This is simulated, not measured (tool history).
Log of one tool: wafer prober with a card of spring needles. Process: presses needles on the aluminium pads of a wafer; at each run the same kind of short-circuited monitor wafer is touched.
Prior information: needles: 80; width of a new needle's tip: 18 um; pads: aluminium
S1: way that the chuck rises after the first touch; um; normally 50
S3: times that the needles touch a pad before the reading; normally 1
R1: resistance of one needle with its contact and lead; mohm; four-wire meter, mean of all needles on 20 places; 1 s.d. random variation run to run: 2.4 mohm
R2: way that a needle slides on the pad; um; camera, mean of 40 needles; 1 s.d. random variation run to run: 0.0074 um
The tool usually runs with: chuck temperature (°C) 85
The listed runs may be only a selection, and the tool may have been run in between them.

run 1 hour=0.0 | S1=50 chuck_temperature_(°C)=85 S3=1 | R1=271 R2=12.904
run 2 hour=15.7 | S1=50 chuck_temperature_(°C)=85 S3=1 | R1=272 R2=12.893
-- hour=17.5 tips cleaned on abrasive film
run 3 hour=33.1 | S1=50 chuck_temperature_(°C)=85 S3=1 | R1=275 R2=12.898
-- hour=39.9 tips cleaned on abrasive film
run 4 hour=43.3 | S1=50 chuck_temperature_(°C)=85 S3=1 | R1=274 R2=12.892
run 5 hour=58.6 | S1=50 chuck_temperature_(°C)=85 S3=1 | R1=272 R2=12.881
-- hour=61.9 tips cleaned on abrasive film
run 6 hour=71.2 | S1=50 chuck_temperature_(°C)=85 S3=1 | R1=274 R2=12.897
-- hour=83.9 tips cleaned on abrasive film
run 7 hour=85.3 | S1=50 chuck_temperature_(°C)=85 S3=1 | R1=274 R2=12.900
run 8 hour=96.9 | S1=50 chuck_temperature_(°C)=85 S3=1 | R1=272 R2=12.897
-- hour=106.3 tips cleaned on abrasive film
run 9 hour=110.4 | S1=31 chuck_temperature_(°C)=85 S3=1 | R1=300 R2=7.997
-- hour=111.6 height of the first contact set anew
run 10 hour=125.3 | S1=31 chuck_temperature_(°C)=85 S3=1 | R1=301 R2=7.989
-- hour=128.9 tips cleaned on abrasive film
run 11 hour=140.6 | S1=50 chuck_temperature_(°C)=85 S3=2 | R1=272 R2=12.897
-- hour=151.5 tips cleaned on abrasive film
run 12 hour=158.4 | S1=50 chuck_temperature_(°C)=85 S3=2 | R1=271 R2=12.892
run 13 hour=168.2 | S1=50 chuck_temperature_(°C)=85 S3=2 | R1=272 R2=12.890
-- hour=175.0 tips cleaned on abrasive film
run 14 hour=177.1 | S1=45 chuck_temperature_(°C)=87 S3=2 | R1=277 R2=11.590
run 15 hour=189.3 | S1=47 chuck_temperature_(°C)=47 S3=1 | R1=263 R2=12.117
-- hour=197.2 tips cleaned on abrasive film
run 16 hour=205.6 | S1=70 chuck_temperature_(°C)=49 S3=2 | R1=253 R2=18.047
-- hour=219.7 tips cleaned on abrasive film
run 17 hour=219.7 | S1=70 chuck_temperature_(°C)=49 S3=2 | R1=250 R2=18.054
run 18 hour=229.1 | S1=70 chuck_temperature_(°C)=49 S3=2 | R1=253 R2=18.056

The next listed run, before its measurement:
run 19 hour=239.8 | S1=41 chuck_temperature_(°C)=85 S3=2 | R1=? R2=?

{"run 19": {"R1": 283, "R2": 10.568}}
Without the tool's hidden state the same run would have given R1 282 mohm, R2 10.568 um.
